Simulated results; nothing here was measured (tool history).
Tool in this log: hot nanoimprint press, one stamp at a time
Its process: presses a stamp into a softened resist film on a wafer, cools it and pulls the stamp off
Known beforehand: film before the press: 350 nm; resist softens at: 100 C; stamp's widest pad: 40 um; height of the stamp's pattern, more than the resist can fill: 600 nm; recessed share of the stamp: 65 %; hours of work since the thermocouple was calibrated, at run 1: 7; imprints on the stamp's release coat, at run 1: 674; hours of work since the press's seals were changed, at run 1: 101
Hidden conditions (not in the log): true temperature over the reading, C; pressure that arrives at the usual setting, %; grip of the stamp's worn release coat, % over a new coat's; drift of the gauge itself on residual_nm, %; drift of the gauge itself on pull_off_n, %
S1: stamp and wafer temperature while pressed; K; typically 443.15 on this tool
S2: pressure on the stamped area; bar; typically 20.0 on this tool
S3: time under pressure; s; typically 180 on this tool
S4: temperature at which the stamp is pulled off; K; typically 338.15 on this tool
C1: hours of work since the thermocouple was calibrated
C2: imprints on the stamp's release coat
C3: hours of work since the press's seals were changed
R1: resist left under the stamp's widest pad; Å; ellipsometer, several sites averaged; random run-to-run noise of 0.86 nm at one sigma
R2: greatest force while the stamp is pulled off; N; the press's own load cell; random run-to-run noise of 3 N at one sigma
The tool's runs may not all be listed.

{"run": 1, "hour": 0.0, "S1": 443.15, "S2": 20.0, "S3": 180, "S4": 338.15, "C1": 7, "C2": 674, "C3": 101, "R1": 1313, "R2": 139}
{"run": 2, "hour": 12.8, "S1": 443.15, "S2": 20.0, "S3": 180, "S4": 338.15, "C1": 15, "C2": 731, "C3": 110, "R1": 1318, "R2": 146}
{"run": 3, "hour": 27.1, "S1": 443.15, "S2": 20.0, "S3": 180, "S4": 338.15, "C1": 25, "C2": 796, "C3": 120, "R1": 1328, "R2": 145}
{"run": 4, "hour": 46.1, "S1": 443.15, "S2": 15.7, "S3": 180, "S4": 338.15, "C1": 38, "C2": 881, "C3": 132, "R1": 1463, "R2": 141}
{"run": 5, "hour": 65.4, "S1": 443.15, "S2": 15.7, "S3": 180, "S4": 338.15, "C1": 51, "C2": 968, "C3": 145, "R1": 1457, "R2": 139}
{"run": 6, "hour": 76.0, "S1": 443.15, "S2": 15.7, "S3": 180, "S4": 338.15, "C1": 58, "C2": 1016, "C3": 153, "R1": 1459, "R2": 146}
{"run": 7, "hour": 87.8, "S1": 443.15, "S2": 15.7, "S3": 180, "S4": 338.15, "C1": 66, "C2": 1069, "C3": 161, "R1": 1469, "R2": 141}
{"run": 8, "hour": 97.7, "S1": 443.15, "S2": 15.7, "S3": 180, "S4": 338.15, "C1": 73, "C2": 1113, "C3": 167, "R1": 1462, "R2": 150}
{"run": 9, "hour": 108.0, "S1": 443.15, "S2": 20.0, "S3": 180, "S4": 338.15, "C1": 80, "C2": 1159, "C3": 174, "R1": 1323, "R2": 140}
{"run": 10, "hour": 116.9, "S1": 443.15, "S2": 20.0, "S3": 180, "S4": 338.15, "C1": 86, "C2": 1199, "C3": 180, "R1": 1304, "R2": 147}
{"run": 11, "hour": 135.6, "S1": 443.15, "S2": 20.0, "S3": 180, "S4": 338.15, "C1": 98, "C2": 1283, "C3": 193, "R1": 1307, "R2": 144}
{"run": 12, "hour": 145.9, "S1": 443.15, "S2": 20.0, "S3": 108, "S4": 338.15, "C1": 105, "C2": 1330, "C3": 200, "R1": 1636, "R2": 146}
{"hour": 158.5, "done": "stamp cleaned and given a new release coat"}
{"run": 13, "hour": 168.2, "S1": 438.15, "S2": 20.0, "S3": 180, "S4": 338.15, "C1": 116, "C2": 44, "C3": 211, "R1": 1777, "R2": 136}
{"run": 14, "hour": 186.3, "S1": 438.15, "S2": 20.0, "S3": 180, "S4": 338.15, "C1": 128, "C2": 125, "C3": 223, "R1": 1740, "R2": 147}
{"run": 15, "hour": 204.3, "S1": 438.15, "S2": 20.0, "S3": 180, "S4": 338.15, "C1": 141, "C2": 206, "C3": 235, "R1": 1754, "R2": 142}
{"run": 16, "hour": 214.7, "S1": 443.15, "S2": 20.0, "S3": 180, "S4": 338.15, "C1": 148, "C2": 253, "C3": 242, "R1": 1304, "R2": 141}
{"run": 17, "hour": 225.9, "S1": 443.15, "S2": 20.0, "S3": 283, "S4": 338.15, "C1": 155, "C2": 303, "C3": 250, "R1": 1095, "R2": 144}
{"run": 18, "hour": 246.1, "S1": 443.15, "S2": 20.0, "S3": 180, "S4": 339.15, "C1": 169, "C2": 394, "C3": 263, "R1": 1324, "R2": 137}
{"run": 19, "hour": 256.1, "S1": 437.15, "S2": 12.2, "S3": 345, "S4": 345.15, "C1": 176, "C2": 439, "C3": 270, "R1": 1751, "R2": 129}
{"run": 20, "hour": 266.2, "S1": 445.15, "S2": 23.8, "S3": 345, "S4": 332.15, "C1": 182, "C2": 484, "C3": 277, "R1": 795, "R2": 157}
{"run": 21, "hour": 275.5, "S1": 445.15, "S2": 23.8, "S3": 345, "S4": 332.15, "C1": 189, "C2": 526, "C3": 283, "R1": 819, "R2": 150}
{"run": 22, "hour": 295.5, "S1": 436.15, "S2": 31.8, "S3": 180, "S4": 335.15, "C1": 202, "C2": 616, "C3": 297, "R1": 1650, "R2": 145}
{"run": 23, "hour": 303.9, "S1": 443.15, "S2": 20.0, "S3": 180, "S4": 338.15, "C1": 208, "C2": 654, "C3": 302, "R1": 1332, "R2": 140}
{"run": 24, "hour": 323.7, "S1": 447.15, "S2": 26.1, "S3": 92, "S4": 338.15, "C1": 221, "C2": 743, "C3": 316, "R1": 1249, "R2": 144}
{"run": 25, "hour": 342.0, "S1": 439.15, "S2": 12.5, "S3": 124, "S4": 339.15, "C1": 234, "C2": 825, "C3": 328, "R1": 2232, "R2": 142}
{"run": 26, "hour": 360.9, "S1": 439.15, "S2": 12.5, "S3": 124, "S4": 339.15, "C1": 246, "C2": 910, "C3": 341, "R1": 2212, "R2": 139}
{"run": 27, "hour": 379.9, "S1": 443.15, "S2": 20.0, "S3": 180, "S4": 344.15, "C1": 259, "C2": 995, "C3": 354, "R1": 1310, "R2": 132}
{"run": 28, "hour": 390.0, "S1": 436.15, "S2": 16.2, "S3": 102, "S4": 329.15, "C1": 266, "C2": 1041, "C3": 360, "R1": 2465, "R2": 158}
{"run": 29, "hour": 398.8, "S1": 436.15, "S2": 16.2, "S3": 102, "S4": 329.15, "C1": 272, "C2": 1080, "C3": 366, "R1": 2454, "R2": 163}
{"run": 30, "hour": 413.5, "S1": 436.15, "S2": 16.2, "S3": 140, "S4": 328.15, "C1": 282, "C2": 1146, "C3": 376, "R1": 2234, "R2": 169}
{"run": 31, "hour": 433.2, "S1": 442.15, "S2": 25.0, "S3": 317, "S4": 337.15, "C1": 295, "C2": 1235, "C3": 390, "R1": 988, "R2": 141}

Below are 3 alternative next runs, each starting from the tool's condition after run 31. Predict each:
{"run": "A", "hour": 442.3, "S1": 449.15, "S2": 30.0, "S3": 180, "S4": 331.15, "C1": 301, "C2": 1276, "C3": 396, "R1": "?", "R2": "?"}
{"run": "B", "hour": 442.3, "S1": 442.15, "S2": 16.2, "S3": 317, "S4": 334.15, "C1": 301, "C2": 1276, "C3": 396, "R1": "?", "R2": "?"}
{"run": "C", "hour": 442.3, "S1": 443.15, "S2": 17.5, "S3": 180, "S4": 338.15, "C1": 301, "C2": 1276, "C3": 396, "R1": "?", "R2": "?"}

run=A R1=770 R2=157
run=B R1=1184 R2=150
run=C R1=1413 R2=146
What these runs would have given with no unlogged condition in the tool:
run=A R1=772 R2=154
run=B R1=1187 R2=148
run=C R1=1415 R2=144

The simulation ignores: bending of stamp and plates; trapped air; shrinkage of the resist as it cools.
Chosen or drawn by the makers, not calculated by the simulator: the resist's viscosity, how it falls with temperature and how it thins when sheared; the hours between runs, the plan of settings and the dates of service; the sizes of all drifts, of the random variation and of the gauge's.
